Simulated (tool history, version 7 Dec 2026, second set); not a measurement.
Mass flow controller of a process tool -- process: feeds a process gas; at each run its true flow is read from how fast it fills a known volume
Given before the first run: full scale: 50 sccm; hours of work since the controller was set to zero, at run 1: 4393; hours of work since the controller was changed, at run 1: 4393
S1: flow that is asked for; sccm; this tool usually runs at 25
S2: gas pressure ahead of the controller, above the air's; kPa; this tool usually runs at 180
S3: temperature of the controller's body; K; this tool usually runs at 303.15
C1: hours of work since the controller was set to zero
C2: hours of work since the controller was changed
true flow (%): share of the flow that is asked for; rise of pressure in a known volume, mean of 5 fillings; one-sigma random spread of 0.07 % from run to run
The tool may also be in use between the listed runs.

run 1 hour=0.0 | S1=25 S2=180 S3=303.15 | C1=4393 C2=4393 | true_flow_(%)=99.35
run 2 hour=299.2 | S1=25 S2=180 S3=303.15 | C1=4587 C2=4587 | true_flow_(%)=99.42
run 3 hour=440.6 | S1=25 S2=180 S3=303.15 | C1=4679 C2=4679 | true_flow_(%)=99.51
run 4 hour=748.2 | S1=25 S2=180 S3=303.15 | C1=4878 C2=4878 | true_flow_(%)=99.40
run 5 hour=896.2 | S1=25 S2=250 S3=303.15 | C1=4974 C2=4974 | true_flow_(%)=99.63
run 6 hour=1071.5 | S1=25 S2=250 S3=303.15 | C1=5087 C2=5087 | true_flow_(%)=99.64
run 7 hour=1377.8 | S1=22 S2=180 S3=303.15 | C1=5286 C2=5286 | true_flow_(%)=99.04
run 8 hour=1529.2 | S1=22 S2=180 S3=303.15 | C1=5384 C2=5384 | true_flow_(%)=99.17
run 9 hour=1839.4 | S1=25 S2=180 S3=294.15 | C1=5585 C2=5585 | true_flow_(%)=99.65
run 10 hour=2042.2 | S1=25 S2=222 S3=299.15 | C1=5716 C2=5716 | true_flow_(%)=99.78
run 11 hour=2274.8 | S1=25 S2=165 S3=298.15 | C1=5867 C2=5867 | true_flow_(%)=99.59
run 12 hour=2435.5 | S1=7 S2=149 S3=295.15 | C1=5971 C2=5971 | true_flow_(%)=94.89
run 13 hour=2646.6 | S1=7 S2=149 S3=295.15 | C1=6108 C2=6108 | true_flow_(%)=94.78
-- hour=2883.7 controller's zero set anew
run 14 hour=2903.1 | S1=8 S2=233 S3=297.15 | C1=13 C2=6274 | true_flow_(%)=100.72
run 15 hour=3033.7 | S1=18 S2=196 S3=303.15 | C1=97 C2=6358 | true_flow_(%)=101.00
run 16 hour=3295.4 | S1=18 S2=196 S3=303.15 | C1=267 C2=6528 | true_flow_(%)=100.94

Run 17, settings as shown, results not yet in. Your forecast:
run 17 hour=3453.7 | S1=11 S2=164 S3=298.15 | C1=369 C2=6631 | true_flow_(%)=?

Logged for run 17: true flow (%) 100.50.
With no hidden state in the tool, this same run would have given true flow (%) 98.09.

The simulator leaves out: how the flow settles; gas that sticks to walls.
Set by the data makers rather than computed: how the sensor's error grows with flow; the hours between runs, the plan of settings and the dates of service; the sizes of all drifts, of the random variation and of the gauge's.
